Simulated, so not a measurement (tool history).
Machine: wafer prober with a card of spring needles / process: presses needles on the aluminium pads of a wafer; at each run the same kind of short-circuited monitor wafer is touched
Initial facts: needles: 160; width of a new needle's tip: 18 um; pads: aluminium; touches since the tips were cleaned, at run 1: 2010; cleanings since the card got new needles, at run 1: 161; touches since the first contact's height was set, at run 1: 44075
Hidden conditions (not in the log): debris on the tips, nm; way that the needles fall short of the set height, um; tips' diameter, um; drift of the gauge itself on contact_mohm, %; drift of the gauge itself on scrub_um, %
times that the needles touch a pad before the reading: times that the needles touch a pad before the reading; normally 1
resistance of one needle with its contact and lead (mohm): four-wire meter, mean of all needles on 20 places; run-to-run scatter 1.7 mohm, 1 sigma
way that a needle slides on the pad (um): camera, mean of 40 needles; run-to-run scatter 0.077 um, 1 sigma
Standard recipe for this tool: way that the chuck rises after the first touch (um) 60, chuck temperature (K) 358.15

run     day  way that the chuck rises after the first touch (um)  chuck temperature (K)  times that the needles touch a pad before the reading  touches since the tips were cleaned  cleanings since the card got new needles  touches since the first contact's height was set  resistance of one needle with its contact and lead (mohm)  way that a needle slides on the pad (um)
  1       0                                                   60                 358.15                                                      1                                 2010                                       161                                             44075                                                        178                                     16.19
      0.088  -- tips cleaned on abrasive film
      0.512  -- tips cleaned on abrasive film
      0.942  -- tips cleaned on abrasive film
  2   1.042                                                   60                 358.15                                                      1                                  669                                       164                                             50754                                                        179                                     16.27
        1.3  -- tips cleaned on abrasive film
      1.642  -- tips cleaned on abrasive film
      2.067  -- tips cleaned on abrasive film
  3   2.208                                                   60                 358.15                                                      1                                  921                                       167                                             58233                                                        178                                     16.08
      2.467  -- tips cleaned on abrasive film
      2.892  -- tips cleaned on abrasive film
      3.317  -- tips cleaned on abrasive film
      3.742  -- tips cleaned on abrasive film
      4.083  -- tips cleaned on abrasive film
  4   4.162                                                   60                 315.15                                                      1                                  506                                       172                                             70755                                                        171                                     16.24
      4.504  -- tips cleaned on abrasive film
      4.929  -- tips cleaned on abrasive film
  5    5.05                                                   60                 315.15                                                      1                                  794                                       174                                             76465                                                        170                                     16.29
      5.308  -- tips cleaned on abrasive film
      5.733  -- tips cleaned on abrasive film
  6   5.892                                                   60                 300.15                                                      1                                 1014                                       176                                             81850                                                        168                                     16.28
       6.15  -- tips cleaned on abrasive film
      6.571  -- tips cleaned on abrasive film
      6.912  -- tips cleaned on abrasive film
      7.342  -- tips cleaned on abrasive film
  7   7.662                                                   60                 358.15                                                      2                                 2094                                       180                                             93224                                                        182                                     16.26
       7.75  -- tips cleaned on abrasive film
      8.179  -- tips cleaned on abrasive film
      8.604  -- tips cleaned on abrasive film
      9.029  -- tips cleaned on abrasive film
  8   9.238                                                   60                 390.15                                                      1                                 1362                                       184                                            103328                                                        184                                     16.26
      9.412  -- tips cleaned on abrasive film
      9.838  -- tips cleaned on abrasive film
     10.179  -- tips cleaned on abrasive film
     10.679  -- card fitted with new needles
     11.104  -- tips cleaned on abrasive film
  9  11.292                                                   60                 390.15                                                      1                                 1226                                         1                                              3957                                                        186                                     16.23
     11.467  -- tips cleaned on abrasive film
     11.808  -- tips cleaned on abrasive film
     12.233  -- tips cleaned on abrasive film
 10   12.35                                                   60                 358.15                                                      2                                  766                                         4                                             10732                                                        181                                     16.45
     12.608  -- tips cleaned on abrasive film
     13.033  -- tips cleaned on abrasive film
     13.375  -- tips cleaned on abrasive film
 11   13.55                                                   60                 358.15                                                      2                                 1132                                         7                                             18422                                                        178                                     16.59
     13.721  -- tips cleaned on abrasive film
     14.062  -- tips cleaned on abrasive film
     14.488  -- tips cleaned on abrasive film
     14.829  -- tips cleaned on abrasive film
 12  14.846                                                   60                 345.15                                                      2                                   88                                        11                                             26702                                                        176                                     16.39
     15.183  -- tips cleaned on abrasive film
     15.608  -- tips cleaned on abrasive film
      15.95  -- tips cleaned on abrasive film
     16.375  -- tips cleaned on abrasive film
 13  16.704                                                   49                 345.15                                                      1                                 2130                                        15                                             38655                                                        182                                     13.27

Run 14 is up next; what results do you expect?
     16.796  -- tips cleaned on abrasive film
     17.133  -- tips cleaned on abrasive film
     17.562  -- tips cleaned on abrasive film
     17.904  -- tips cleaned on abrasive film
     18.329  -- tips cleaned on abrasive film
 14  18.383                                                   49                 350.15                                                      2                                  366                                        20                                             49401                                                          ?                                         ?

resistance of one needle with its contact and lead (mohm): 184
way that a needle slides on the pad (um): 13.5
With no hidden state in the tool, this same run would have given resistance of one needle with its contact and lead (mohm) 184, way that a needle slides on the pad (um) 13.34.

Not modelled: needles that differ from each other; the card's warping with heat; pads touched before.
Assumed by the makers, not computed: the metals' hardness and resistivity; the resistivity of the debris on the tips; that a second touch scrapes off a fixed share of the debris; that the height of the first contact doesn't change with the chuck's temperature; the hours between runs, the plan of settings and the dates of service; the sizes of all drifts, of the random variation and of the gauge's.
